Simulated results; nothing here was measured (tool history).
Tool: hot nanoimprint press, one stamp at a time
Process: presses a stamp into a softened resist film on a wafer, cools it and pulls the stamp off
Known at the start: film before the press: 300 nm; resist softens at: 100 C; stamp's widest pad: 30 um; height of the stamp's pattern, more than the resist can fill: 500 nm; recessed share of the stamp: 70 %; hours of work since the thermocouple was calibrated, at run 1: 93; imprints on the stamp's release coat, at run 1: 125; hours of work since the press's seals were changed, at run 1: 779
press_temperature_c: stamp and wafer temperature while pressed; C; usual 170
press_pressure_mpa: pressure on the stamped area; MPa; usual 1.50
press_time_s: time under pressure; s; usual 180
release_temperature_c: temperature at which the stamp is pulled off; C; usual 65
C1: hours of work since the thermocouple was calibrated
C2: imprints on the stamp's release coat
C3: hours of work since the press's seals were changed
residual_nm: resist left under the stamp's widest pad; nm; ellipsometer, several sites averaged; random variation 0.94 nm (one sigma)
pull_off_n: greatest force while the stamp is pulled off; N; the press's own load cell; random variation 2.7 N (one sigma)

run 1 hour=0.0 | press_temperature_c=170 press_pressure_mpa=1.50 press_time_s=180 release_temperature_c=65 | C1=93 C2=125 C3=779 | residual_nm=129.9 pull_off_n=153
run 2 hour=62.0 | press_temperature_c=170 press_pressure_mpa=1.50 press_time_s=180 release_temperature_c=65 | C1=134 C2=291 C3=820 | residual_nm=129.7 pull_off_n=155
run 3 hour=114.3 | press_temperature_c=170 press_pressure_mpa=2.35 press_time_s=180 release_temperature_c=65 | C1=170 C2=431 C3=855 | residual_nm=103.8 pull_off_n=150
run 4 hour=176.6 | press_temperature_c=170 press_pressure_mpa=2.35 press_time_s=180 release_temperature_c=65 | C1=211 C2=598 C3=897 | residual_nm=103.0 pull_off_n=155
run 5 hour=225.2 | press_temperature_c=170 press_pressure_mpa=2.35 press_time_s=180 release_temperature_c=65 | C1=244 C2=728 C3=930 | residual_nm=102.8 pull_off_n=154
run 6 hour=296.4 | press_temperature_c=170 press_pressure_mpa=2.35 press_time_s=180 release_temperature_c=65 | C1=292 C2=918 C3=978 | residual_nm=102.0 pull_off_n=168
run 7 hour=340.5 | press_temperature_c=170 press_pressure_mpa=2.35 press_time_s=154 release_temperature_c=65 | C1=321 C2=1036 C3=1007 | residual_nm=107.7 pull_off_n=165
run 8 hour=374.0 | press_temperature_c=170 press_pressure_mpa=1.50 press_time_s=180 release_temperature_c=58 | C1=344 C2=1126 C3=1030 | residual_nm=125.7 pull_off_n=173
-- hour=380.1 plate thermocouple calibrated
run 9 hour=450.6 | press_temperature_c=170 press_pressure_mpa=1.50 press_time_s=180 release_temperature_c=58 | C1=47 C2=1323 C3=1079 | residual_nm=118.3 pull_off_n=172
run 10 hour=515.4 | press_temperature_c=170 press_pressure_mpa=1.50 press_time_s=180 release_temperature_c=57 | C1=91 C2=1496 C3=1123 | residual_nm=116.4 pull_off_n=174
-- hour=546.7 plate thermocouple calibrated, once more
-- hour=559.9 press's hydraulic seals changed and the load cell set to zero
run 11 hour=583.5 | press_temperature_c=168 press_pressure_mpa=2.39 press_time_s=180 release_temperature_c=65 | C1=19 C2=1649 C3=16 | residual_nm=118.1 pull_off_n=175
run 12 hour=648.2 | press_temperature_c=180 press_pressure_mpa=2.39 press_time_s=303 release_temperature_c=65 | C1=63 C2=1823 C3=59 | residual_nm=53.3 pull_off_n=180
-- hour=667.2 stamp cleaned and given a new release coat
run 13 hour=690.5 | press_temperature_c=180 press_pressure_mpa=2.39 press_time_s=303 release_temperature_c=65 | C1=87 C2=63 C3=84 | residual_nm=54.3 pull_off_n=150
run 14 hour=722.9 | press_temperature_c=170 press_pressure_mpa=1.50 press_time_s=291 release_temperature_c=65 | C1=109 C2=149 C3=105 | residual_nm=108.2 pull_off_n=151
run 15 hour=798.1 | press_temperature_c=170 press_pressure_mpa=1.50 press_time_s=291 release_temperature_c=65 | C1=159 C2=351 C3=156 | residual_nm=106.1 pull_off_n=157
run 16 hour=832.9 | press_temperature_c=170 press_pressure_mpa=1.86 press_time_s=291 release_temperature_c=55 | C1=183 C2=444 C3=179 | residual_nm=94.9 pull_off_n=165
run 17 hour=867.3 | press_temperature_c=168 press_pressure_mpa=2.21 press_time_s=96 release_temperature_c=68 | C1=206 C2=536 C3=202 | residual_nm=146.4 pull_off_n=152
run 18 hour=936.1 | press_temperature_c=169 press_pressure_mpa=1.41 press_time_s=110 release_temperature_c=60 | C1=252 C2=720 C3=249 | residual_nm=162.0 pull_off_n=161
run 19 hour=997.3 | press_temperature_c=170 press_pressure_mpa=1.55 press_time_s=340 release_temperature_c=65 | C1=293 C2=884 C3=290 | residual_nm=95.3 pull_off_n=164

Measured less the same run without the tool's hidden state. The same run-to-run variation is in both; the gauge's scatter may not be:
The hidden state here: true temperature over the reading, C; pressure that arrives at the usual setting, %; grip of the stamp's worn release coat, % over a new coat's; drift of the gauge itself on residual_nm, %; drift of the gauge itself on pull_off_n, %.
run=1 residual_nm=-2.3 pull_off_n=+2
run=2 residual_nm=-3.4 pull_off_n=+4
run=3 residual_nm=-2.5 pull_off_n=+6
run=4 residual_nm=-3.3 pull_off_n=+9
run=5 residual_nm=-3.9 pull_off_n=+11
run=6 residual_nm=-4.9 pull_off_n=+15
run=7 residual_nm=-5.6 pull_off_n=+17
run=8 residual_nm=-8.2 pull_off_n=+19
run=9 residual_nm=-15.4 pull_off_n=+20
run=10 residual_nm=-16.3 pull_off_n=+24
run=11 residual_nm=-0.7 pull_off_n=+29
run=12 residual_nm=-0.6 pull_off_n=+33
run=13 residual_nm=-0.8 pull_off_n=+0
run=14 residual_nm=-2.6 pull_off_n=+2
run=15 residual_nm=-3.7 pull_off_n=+5
run=16 residual_nm=-3.7 pull_off_n=+7
run=17 residual_nm=-5.5 pull_off_n=+8
run=18 residual_nm=-7.3 pull_off_n=+12
run=19 residual_nm=-6.1 pull_off_n=+14
